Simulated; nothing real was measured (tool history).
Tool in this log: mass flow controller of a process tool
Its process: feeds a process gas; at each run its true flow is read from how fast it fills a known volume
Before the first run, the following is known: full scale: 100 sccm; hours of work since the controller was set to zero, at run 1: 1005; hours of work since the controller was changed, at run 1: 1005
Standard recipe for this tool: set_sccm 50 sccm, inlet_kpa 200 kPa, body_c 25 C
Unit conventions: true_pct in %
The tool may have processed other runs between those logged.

| run | day | set_sccm | inlet_kpa | body_c | hours of work since the controller was set to zero | hours of work since the controller was changed | true_pct |
|---|---|---|---|---|---|---|---|
| 1 | 0 | 50 | 200 | 25 | 1005 | 1005 | 99.46 |
| 2 | 1.721 | 50 | 200 | 25 | 1023 | 1023 | 99.33 |
| 3 | 3.938 | 50 | 148 | 25 | 1045 | 1045 | 99.7 |
| 4 | 6.583 | 50 | 148 | 25 | 1072 | 1072 | 99.6 |
| 5 | 10.129 | 50 | 148 | 25 | 1108 | 1108 | 99.69 |
| 6 | 11.896 | 50 | 200 | 25 | 1126 | 1126 | 99.24 |
| 7 | 13.983 | 50 | 200 | 25 | 1147 | 1147 | 99.33 |
| 8 | 17.258 | 50 | 200 | 25 | 1181 | 1181 | 99.29 |
| 9 | 20.117 | 50 | 200 | 25 | 1210 | 1210 | 99.24 |
| 10 | 22.308 | 50 | 200 | 20 | 1232 | 1232 | 98.92 |
| 11 | 24.362 | 93 | 200 | 20 | 1253 | 1253 | 99.18 |
| 12 | 25.825 | 50 | 200 | 22 | 1268 | 1268 | 99.12 |
| 13 | 28.467 | 33 | 200 | 22 | 1295 | 1295 | 99.22 |
| 14 | 30.05 | 31 | 200 | 25 | 1311 | 1311 | 99.27 |
| 15 | 33.312 | 31 | 200 | 25 | 1344 | 1344 | 99.36 |
|  | 33.638 | controller's zero set anew |
| 16 | 36.483 | 31 | 200 | 25 | 29 | 1376 | 99.7 |
| 17 | 38.325 | 31 | 200 | 25 | 48 | 1395 | 99.77 |
| 18 | 40.492 | 31 | 200 | 25 | 70 | 1417 | 99.74 |
| 19 | 42.5 | 31 | 200 | 25 | 90 | 1437 | 99.65 |
| 20 | 44.138 | 50 | 202 | 27 | 107 | 1454 | 99.4 |
| 21 | 46.296 | 28 | 200 | 28 | 129 | 1476 | 99.85 |
| 22 | 48.479 | 28 | 200 | 28 | 151 | 1498 | 99.96 |

Alternative continuations, all from the tool just after run 22; predict every row:
|  | 51.45 | controller's zero set anew, once more |
| A | 51.692 | 83 | 229 | 36 | 2 | 1530 | ? |
|  | 51.45 | controller's zero set anew, once more |
| B | 51.692 | 28 | 161 | 22 | 2 | 1530 | ? |
|  | 51.45 | controller's zero set anew, once more |
| C | 51.692 | 23 | 234 | 21 | 2 | 1530 | ? |

| run | true_pct |
|---|---|
| A | 99.31 |
| B | 98.67 |
| C | 98.11 |
Without the tool's unlogged condition, the same runs would have read:
| run | true_pct |
|---|---|
| A | 100.27 |
| B | 99.56 |
| C | 98.98 |
